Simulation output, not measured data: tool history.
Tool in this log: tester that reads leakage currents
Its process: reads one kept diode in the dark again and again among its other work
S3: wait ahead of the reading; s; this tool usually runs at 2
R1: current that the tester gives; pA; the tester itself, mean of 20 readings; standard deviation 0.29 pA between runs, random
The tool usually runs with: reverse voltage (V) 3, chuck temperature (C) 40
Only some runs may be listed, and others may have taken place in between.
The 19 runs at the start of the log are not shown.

run 20 hour=3268.7 | reverse_voltage_(V)=4.63 chuck_temperature_(C)=40 S3=2 | R1=134.34
run 21 hour=3407 | reverse_voltage_(V)=13.61 chuck_temperature_(C)=52 S3=3.03 | R1=498.65
run 22 hour=3633.6 | reverse_voltage_(V)=1.61 chuck_temperature_(C)=40 S3=3.03 | R1=86.16
run 23 hour=3807.4 | reverse_voltage_(V)=4.99 chuck_temperature_(C)=60 S3=1.22 | R1=543.09
-- hour=3871.7 chuck's temperature calibrated
run 24 hour=4012.2 | reverse_voltage_(V)=3 chuck_temperature_(C)=40 S3=5.07 | R1=103.93
run 25 hour=4146.4 | reverse_voltage_(V)=3 chuck_temperature_(C)=20 S3=0.96 | R1=28.87
-- hour=4305 probe card cleaned and baked
run 26 hour=4371.5 | reverse_voltage_(V)=2.93 chuck_temperature_(C)=38 S3=8.04 | R1=84.06
run 27 hour=4555.3 | reverse_voltage_(V)=2.93 chuck_temperature_(C)=38 S3=8.04 | R1=85.7
run 28 hour=4681.4 | reverse_voltage_(V)=16.39 chuck_temperature_(C)=30 S3=2.21 | R1=109.37
run 29 hour=4867.9 | reverse_voltage_(V)=6.21 chuck_temperature_(C)=25 S3=0.47 | R1=52.02
run 30 hour=5051.5 | reverse_voltage_(V)=6.21 chuck_temperature_(C)=25 S3=0.41 | R1=54.38
run 31 hour=5204 | reverse_voltage_(V)=3 chuck_temperature_(C)=39 S3=6.74 | R1=99.95
run 32 hour=5388.2 | reverse_voltage_(V)=3 chuck_temperature_(C)=39 S3=6.74 | R1=101.56
run 33 hour=5640.4 | reverse_voltage_(V)=3 chuck_temperature_(C)=39 S3=6.74 | R1=103.95
run 34 hour=5884.8 | reverse_voltage_(V)=3 chuck_temperature_(C)=30 S3=1.46 | R1=58.62
-- hour=6061.7 probe card cleaned and baked
run 35 hour=6061.7 | reverse_voltage_(V)=2.33 chuck_temperature_(C)=34 S3=2.3 | R1=62.15
-- hour=6279.8 tester calibrated
-- hour=6303.4 chuck's temperature calibrated
run 36 hour=6312.7 | reverse_voltage_(V)=2.33 chuck_temperature_(C)=34 S3=2.3 | R1=56.23
run 37 hour=6573.5 | reverse_voltage_(V)=2.33 chuck_temperature_(C)=49 S3=5.23 | R1=168.39
run 38 hour=6801.9 | reverse_voltage_(V)=2.33 chuck_temperature_(C)=37 S3=0.86 | R1=74.57

Here are 4 independent what-if runs from the current tool condition. What would each one return?
run A hour=7035.2 | reverse_voltage_(V)=3.2 chuck_temperature_(C)=37 S3=2 | R1=?
run B hour=7035.2 | reverse_voltage_(V)=3 chuck_temperature_(C)=40 S3=1.68 | R1=?
run C hour=7035.2 | reverse_voltage_(V)=1.11 chuck_temperature_(C)=37 S3=0.84 | R1=?
run D hour=7035.2 | reverse_voltage_(V)=8.61 chuck_temperature_(C)=37 S3=0.86 | R1=?

run=A R1=88.03
run=B R1=105.01
run=C R1=54.25
run=D R1=143.03
Had the tool no hidden state, the same runs would have come out as:
run=A R1=79.21
run=B R1=95.84
run=C R1=50.14
run=D R1=123.44
